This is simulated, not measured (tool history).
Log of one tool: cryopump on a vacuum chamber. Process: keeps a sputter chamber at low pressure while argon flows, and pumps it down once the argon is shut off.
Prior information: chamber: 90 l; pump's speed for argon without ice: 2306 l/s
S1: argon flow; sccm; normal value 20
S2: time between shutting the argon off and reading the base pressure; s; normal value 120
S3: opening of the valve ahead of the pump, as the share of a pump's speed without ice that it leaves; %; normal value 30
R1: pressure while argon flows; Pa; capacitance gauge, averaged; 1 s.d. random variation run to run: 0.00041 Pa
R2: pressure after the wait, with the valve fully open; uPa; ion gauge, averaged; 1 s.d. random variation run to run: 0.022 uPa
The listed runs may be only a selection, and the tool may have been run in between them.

Run 1, day 0.000: usual settings. Result: R1 0.0519 Pa, R2 0.88 uPa.
Run 2, day 2.667: usual settings. Result: R1 0.0526 Pa, R2 0.93 uPa.
At day 4.567: pump warmed up, emptied and cooled again.
Run 3, day 5.388: usual settings but S2 118 s. Result: R1 0.0487 Pa, R2 0.85 uPa.
Run 4, day 6.996: usual settings but S2 167 s. Result: R1 0.0496 Pa, R2 0.72 uPa.
Run 5, day 8.658: usual settings but S2 167 s. Result: R1 0.0484 Pa, R2 0.75 uPa.
Run 6, day 11.100: usual settings but S2 167 s. Result: R1 0.0497 Pa, R2 0.80 uPa.
Run 7, day 13.175: usual settings but S1 23 sccm, S2 167 s. Result: R1 0.0568 Pa, R2 0.78 uPa.
Run 8, day 15.642: usual settings. Result: R1 0.0491 Pa, R2 0.91 uPa.
Run 9, day 18.100: usual settings but S1 23 sccm. Result: R1 0.0577 Pa, R2 0.91 uPa.
Run 10, day 19.888: usual settings but S1 23 sccm. Result: R1 0.0563 Pa, R2 0.97 uPa.
Run 11, day 21.642: usual settings but S1 23 sccm. Result: R1 0.0569 Pa, R2 0.94 uPa.
Run 12, day 23.858: usual settings but S3 20 %. Result: R1 0.0742 Pa, R2 0.98 uPa.
Run 13, day 25.117: usual settings but S2 252 s. Result: R1 0.0497 Pa, R2 0.73 uPa.
Run 14, day 26.529: usual settings but S2 252 s. Result: R1 0.0504 Pa, R2 0.70 uPa.
Run 15, day 27.850: usual settings but S2 252 s. Result: R1 0.0507 Pa, R2 0.71 uPa.
Run 16, day 30.521: usual settings but S1 18 sccm, S2 170 s, S3 26 %. Result: R1 0.0520 Pa, R2 0.85 uPa.
Run 17, day 33.100: usual settings but S1 19 sccm, S2 141 s, S3 37 %. Result: R1 0.0389 Pa, R2 1.01 uPa.
Run 18, day 34.204: usual settings but S1 19 sccm, S2 141 s, S3 37 %. Result: R1 0.0392 Pa, R2 0.95 uPa.
Run 19, day 36.638: usual settings but S1 19 sccm, S2 141 s, S3 37 %. Result: R1 0.0394 Pa, R2 0.99 uPa.
Run 20, day 38.988: usual settings but S1 24 sccm, S2 82 s, S3 57 %. Result: R1 0.0332 Pa, R2 1.27 uPa.
Run 21, day 40.950: usual settings but S1 32 sccm, S2 201 s, S3 49 %. Result: R1 0.0511 Pa, R2 0.86 uPa.
Run 22, day 42.633: usual settings but S1 32 sccm, S2 201 s, S3 49 %. Result: R1 0.0512 Pa, R2 0.86 uPa.
Run 23, day 44.983: usual settings but S1 32 sccm, S2 115 s, S3 18 %. Result: R1 0.1346 Pa, R2 1.15 uPa.
Run 24, day 47.396: usual settings but S1 32 sccm, S2 115 s, S3 24 %. Result: R1 0.1026 Pa, R2 1.11 uPa.
Run 25, day 49.725: usual settings but S1 10 sccm, S2 30 s, S3 18 %. Result: R1 0.0426 Pa, R2 2.50 uPa.
Run 26, day 52.142: usual settings but S1 10 sccm, S2 30 s, S3 18 %. Result: R1 0.0423 Pa, R2 2.53 uPa.
Run 27, day 53.671: usual settings but S1 14 sccm, S2 21 s, S3 29 %. Result: R1 0.0377 Pa, R2 3.32 uPa.
Run 28, day 55.779: usual settings but S1 14 sccm, S2 21 s, S3 29 %. Result: R1 0.0373 Pa, R2 3.32 uPa.
Run 29, day 56.888: usual settings but S1 14 sccm, S2 21 s, S3 29 %. Result: R1 0.0385 Pa, R2 3.37 uPa.

Hidden state or all else? Some run-to-run changes of R1, split into what the settings, what came in and random variation would give without the hidden state, and what is left for the hidden state (with any gauge scatter that isn't in both results):
The hidden state here: pump's speed, % of a pump's without ice; cold plate's temperature, K; leak into the chamber, uPa l/s; drift of the gauge itself on working_pa, %; drift of the gauge itself on base_upa, %.
Run 2 -> 3: S2 120 -> 118, pump warmed up, emptied and cooled again. R1 -0.0039 Pa: hidden state -0.0037, all else -0.0002.
Run 22 -> 23: S2 201 -> 115, S3 49 -> 18. R1 +0.0834 Pa: hidden state +0.0003, all else +0.0831.
Run 24 -> 25: S1 32 -> 10, S2 115 -> 30, S3 24 -> 18. R1 -0.0600 Pa: hidden state -0.0027, all else -0.0573.

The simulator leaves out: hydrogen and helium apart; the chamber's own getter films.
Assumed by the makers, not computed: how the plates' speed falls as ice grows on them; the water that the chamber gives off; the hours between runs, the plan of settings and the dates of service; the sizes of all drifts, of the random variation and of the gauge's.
